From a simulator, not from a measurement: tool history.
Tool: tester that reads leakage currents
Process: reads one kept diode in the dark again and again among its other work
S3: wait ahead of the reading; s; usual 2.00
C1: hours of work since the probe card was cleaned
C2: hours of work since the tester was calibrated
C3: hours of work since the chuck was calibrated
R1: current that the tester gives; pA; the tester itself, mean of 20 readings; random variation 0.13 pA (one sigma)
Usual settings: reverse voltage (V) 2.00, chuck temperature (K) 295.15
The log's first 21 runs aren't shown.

Run 22, hour 2009.9: usual settings but reverse voltage (V) 12.37, chuck temperature (K) 306.15, S3 3.02 s; C1 1308; C2 1308; C3 420. Result: R1 210.81 pA.
Run 23, hour 2096.9: usual settings but reverse voltage (V) 13.87, chuck temperature (K) 306.15, S3 3.02 s; C1 1356; C2 1356; C3 469. Result: R1 218.98 pA.
Run 24, hour 2202.5: usual settings but reverse voltage (V) 8.75, chuck temperature (K) 329.15, S3 0.67 s; C1 1415; C2 1415; C3 527. Result: R1 1196.55 pA.
At hour 2237.7: chuck's temperature calibrated.
Run 25, hour 2302.0: usual settings but chuck temperature (K) 308.15; C1 1469; C2 1469; C3 36. Result: R1 131.22 pA.
Run 26, hour 2392.1: usual settings but chuck temperature (K) 307.15, S3 4.59 s; C1 1519; C2 1519; C3 86. Result: R1 119.86 pA.
Run 27, hour 2483.8: usual settings but reverse voltage (V) 5.79; C1 1570; C2 1570; C3 136. Result: R1 60.28 pA.
Run 28, hour 2570.4: usual settings but reverse voltage (V) 5.79; C1 1618; C2 1618; C3 185. Result: R1 60.08 pA.
Run 29, hour 2629.6: usual settings but reverse voltage (V) 19.33, chuck temperature (K) 330.15, S3 7.15 s; C1 1650; C2 1650; C3 217. Result: R1 1702.60 pA.
Run 30, hour 2740.8: usual settings but reverse voltage (V) 19.33, chuck temperature (K) 330.15, S3 7.15 s; C1 1712; C2 1712; C3 279. Result: R1 1707.91 pA.
Run 31, hour 2848.0: usual settings but reverse voltage (V) 19.33, chuck temperature (K) 330.15, S3 7.15 s; C1 1772; C2 1772; C3 338. Result: R1 1706.31 pA.
Run 32, hour 2981.8: usual settings but reverse voltage (V) 19.33, chuck temperature (K) 330.15, S3 7.15 s; C1 1846; C2 1846; C3 413. Result: R1 1711.76 pA.
Run 33, hour 3096.0: usual settings but reverse voltage (V) 19.33, chuck temperature (K) 330.15, S3 7.15 s; C1 1909; C2 1909; C3 476. Result: R1 1706.53 pA.
Run 34, hour 3200.6: usual settings but reverse voltage (V) 19.33, chuck temperature (K) 330.15, S3 0.44 s; C1 1967; C2 1967; C3 534. Result: R1 1721.51 pA.
At hour 3219.6: chuck's temperature calibrated.
Run 35, hour 3284.9: usual settings but reverse voltage (V) 9.15, chuck temperature (K) 324.15, S3 9.99 s; C1 2013; C2 2013; C3 36. Result: R1 829.04 pA.
Run 36, hour 3362.0: usual settings but reverse voltage (V) 9.15, chuck temperature (K) 324.15, S3 9.99 s; C1 2056; C2 2056; C3 79. Result: R1 830.99 pA.
Run 37, hour 3439.8: usual settings but chuck temperature (K) 307.15, S3 6.13 s; C1 2099; C2 2099; C3 122. Result: R1 119.71 pA.
Run 38, hour 3535.2: usual settings but reverse voltage (V) 17.67, chuck temperature (K) 296.15, S3 4.14 s; C1 2152; C2 2152; C3 175. Result: R1 98.12 pA.
Run 39, hour 3640.7: usual settings but reverse voltage (V) 5.87, chuck temperature (K) 318.15, S3 1.38 s; C1 2210; C2 2210; C3 234. Result: R1 440.01 pA.

Forecast each of these 5 alternatives for the next run:
Run A, hour 3766.8: usual settings but reverse voltage (V) 6.16, chuck temperature (K) 293.15, S3 1.75 s; C1 2280; C2 2280; C3 303. Result: R1 ?.
Run B, hour 3766.8: usual settings but reverse voltage (V) 5.87, S3 8.56 s; C1 2280; C2 2280; C3 303. Result: R1 ?.
Run C, hour 3766.8: usual settings but reverse voltage (V) 5.87, chuck temperature (K) 318.15, S3 0.38 s; C1 2280; C2 2280; C3 303. Result: R1 ?.
Run D, hour 3766.8: usual settings but reverse voltage (V) 14.36, chuck temperature (K) 326.15, S3 1.38 s; C1 2280; C2 2280; C3 303. Result: R1 ?.
Run E, hour 3766.8: usual settings but reverse voltage (V) 2.42; C1 2280; C2 2280; C3 303. Result: R1 ?.

run       R1
  A    51.22
  B    59.91
  C   445.42
  D  1139.41
  E    44.12
Without the tool's hidden state the same runs would have given:
run       R1
  A    51.14
  B    59.84
  C   445.12
  D  1138.68
  E    44.07
